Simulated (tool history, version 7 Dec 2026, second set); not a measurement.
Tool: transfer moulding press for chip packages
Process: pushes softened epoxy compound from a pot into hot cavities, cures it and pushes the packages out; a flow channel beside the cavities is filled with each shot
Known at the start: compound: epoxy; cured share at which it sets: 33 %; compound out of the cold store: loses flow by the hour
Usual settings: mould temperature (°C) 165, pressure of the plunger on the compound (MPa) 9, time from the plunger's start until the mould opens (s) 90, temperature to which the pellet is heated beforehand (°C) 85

run   hour  mould temperature (°C)  pressure of the plunger on the compound (MPa)  time from the plunger's start until the mould opens (s)  temperature to which the pellet is heated beforehand (°C)  incoming compound's hours out of the cold store  length that the compound runs in the flow channel (mm)  greatest force on the pins that push the packages out (N)
  1      0                     165                                              9                                                       90                                                         85                                             25.3                                                     567                                                        687
  2   23.5                     165                                              9                                                      128                                                         85                                             21.7                                                     578                                                        592
  3   69.6                     165                                              9                                                       90                                                         85                                              8.8                                                     609                                                       1004
      82.8  -- cavities cleaned with cleaning compound and waxed
  4  113.4                     165                                              9                                                       90                                                         85                                             47.4                                                     509                                                       1002
  5  155.3                     171                                              9                                                       90                                                         85                                               37                                                     520                                                        845
  6  179.2                     171                                              9                                                       90                                                         85                                             17.7                                                     564                                                        878
     183.7  -- cavities cleaned with cleaning compound and waxed
  7  201.4                     165                                              9                                                       90                                                         85                                               12                                                     588                                                        744
     216.3  -- plunger's sealing rings changed
  8  239.5                     165                                           7.85                                                       90                                                         85                                             20.5                                                     545                                                        873
  9  275.9                     165                                              9                                                       90                                                         85                                             25.7                                                     561                                                        948
       286  -- cavities cleaned with cleaning compound and waxed
 10    302                     165                                              9                                                       90                                                         85                                             21.7                                                     577                                                        709
 11    334                     165                                              9                                                       90                                                         85                                             15.4                                                     591                                                        868
     371.7  -- cavities cleaned with cleaning compound and waxed, once more
 12  376.5                     165                                              9                                                       90                                                         94                                             19.9                                                     576                                                        605
 13  404.1                     165                                              9                                                       90                                                         94                                             38.1                                                     528                                                        725
 14  428.2                     165                                              9                                                       90                                                         94                                             47.8                                                     505                                                        823
 15  454.7                     172                                            7.5                                                      128                                                         76                                              9.2                                                     540                                                        663
     471.8  -- cavities cleaned with cleaning compound and waxed
 16  485.9                     165                                           8.65                                                      128                                                         90                                             22.6                                                     549                                                        494
     498.7  -- plunger's sealing rings changed
 17  523.9                     171                                           9.43                                                      102                                                         80                                             36.1                                                     547                                                        619
 18  562.7                     161                                           8.72                                                       82                                                         87                                              9.8                                                     614                                                       1744
     575.1  -- cavities cleaned with cleaning compound and waxed
 19  601.9                     161                                           8.72                                                       82                                                         87                                               46                                                     514                                                       1234
 20  649.8                     161                                           8.72                                                       82                                                         87                                               15                                                     589                                                       1666
     674.6  -- cavities cleaned with cleaning compound and waxed
 21  696.2                     161                                           8.72                                                       82                                                         87                                               15                                                     585                                                       1279
     716.5  -- mould's thermocouples calibrated
 22  734.1                     161                                           8.72                                                       82                                                         87                                             15.8                                                     582                                                       1493
 23  762.2                     170                                            7.4                                                       98                                                         95                                             29.2                                                     486                                                        699
     776.5  -- cavities cleaned with cleaning compound and waxed
     785.4  -- plunger's sealing rings changed
 24  806.9                     158                                           8.29                                                      117                                                         88                                             33.9                                                     540                                                        744

Forecast run 25:
 25  847.4                     165                                              9                                                       81                                                         85                                             39.1                                                       ?                                                          ?

{"run 25": {"length that the compound runs in the flow channel (mm)": 534, "greatest force on the pins that push the packages out (N)": 1092}}
Without the tool's hidden state the same run would have given length that the compound runs in the flow channel (mm) 538, greatest force on the pins that push the packages out (N) 700.
